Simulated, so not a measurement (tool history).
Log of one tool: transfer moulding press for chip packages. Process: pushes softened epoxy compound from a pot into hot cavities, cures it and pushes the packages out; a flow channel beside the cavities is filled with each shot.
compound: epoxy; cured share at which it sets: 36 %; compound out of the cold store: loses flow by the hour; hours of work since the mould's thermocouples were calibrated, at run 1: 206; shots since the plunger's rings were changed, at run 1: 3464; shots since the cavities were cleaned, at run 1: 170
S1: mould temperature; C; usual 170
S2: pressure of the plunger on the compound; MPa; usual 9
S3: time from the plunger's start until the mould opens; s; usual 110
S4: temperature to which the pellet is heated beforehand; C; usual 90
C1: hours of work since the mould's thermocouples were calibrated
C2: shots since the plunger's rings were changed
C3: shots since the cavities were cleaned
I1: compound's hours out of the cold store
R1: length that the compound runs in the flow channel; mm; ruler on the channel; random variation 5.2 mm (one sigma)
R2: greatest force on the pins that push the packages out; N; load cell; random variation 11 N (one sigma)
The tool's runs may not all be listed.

run   hour   S1     S2   S3   S4   C1    C2   C3    I1   R1    R2
  1      0  170      9  110   90  206  3464  170  21.9  771   628
  2   11.1  170      9  110   90  212  3576  282  36.6  708   655
  3   15.6  170      9  110   90  215  3622  328  11.2  815   718
  4   22.7  170      9  110   90  219  3694  400  10.9  819   762
  5   28.7  170      9  110   90  222  3755  461  15.5  800   742
      36.4  -- cavities cleaned with cleaning compound and waxed
  6   38.7  170      9  110   90  227  3842   24  38.2  705   521
  7   46.6  177      9  110   90  231  3921  103    37  691   515
  8   54.7  170      9  110   90  236  4004  186  44.9  673   632
  9   60.6  170      9  110   90  239  4064  246  29.5  736   671
 10   69.8  170  10.05  110   90  244  4157  339  16.2  842   702
 11   74.7  170      9  110   90  247  4207  389   8.8  816   746
 12   84.6  170      9  110  100  253  4308  490  18.7  780   745
      89.8  -- cavities cleaned with cleaning compound and waxed
 13   96.1  170      9  133   90  258  4409   64  23.9  756   487
 14  100.8  170      9  133   90  261  4457  112  43.1  687   495
 15  107.6  170      9  133   90  265  4526  181  36.1  709   535
 16  118.2  170      9  133   90  271  4634  289  27.7  746   587
 17  128.4  170  10.71  130   90  277  4738  393  25.3  822   662
 18  133.7  170  10.14  105   90  280  4792  447  34.6  761   774
     136.7  -- mould's thermocouples calibrated
     145.3  -- cavities cleaned with cleaning compound and waxed
 19  147.5  170  10.14  105   90    5  4896   22  23.2  800   551
 20  157.3  168    7.7   93   90   11  4995  121  17.1  728   940
 21  162.7  170      9   91   85   14  5051  177   9.8  812   896
 22  168.2  167      9  110   90   17  5106  232  33.6  723   734
 23  177.9  170      9   95   98   22  5205  331  31.8  720   825
     180.5  -- mould's thermocouples calibrated, once more
 24  185.8  170   9.81   94   98    3  5264  390    10  850  1001
 25  190.6  170   9.81  131   98    6  5314  440    15  828   661
 26  197.4  171   10.8  127   98   10  5383  509   9.1  887   670
     200.2  -- cavities cleaned with cleaning compound and waxed
 27  207.8  169   8.17  110   92   15  5473   77  47.9  635   593
 28  218.4  169   8.17  110   92   20  5580  184  16.4  753   728

Forecast each of these 3 alternatives for the next run:
  A  227.7  164  8.17  110  92  26  5675  279  11.7   ?   ?
  B  227.7  169  8.17   98  82  26  5675  279  29.5   ?   ?
  C  227.7  169  7.51  110  92  26  5675  279  30.1   ?   ?

run   R1    R2
  A  781  1037
  B  700   883
  C  673   721
Without the tool's hidden state the same runs would have given:
run   R1   R2
  A  811  766
  B  728  656
  C  700  541
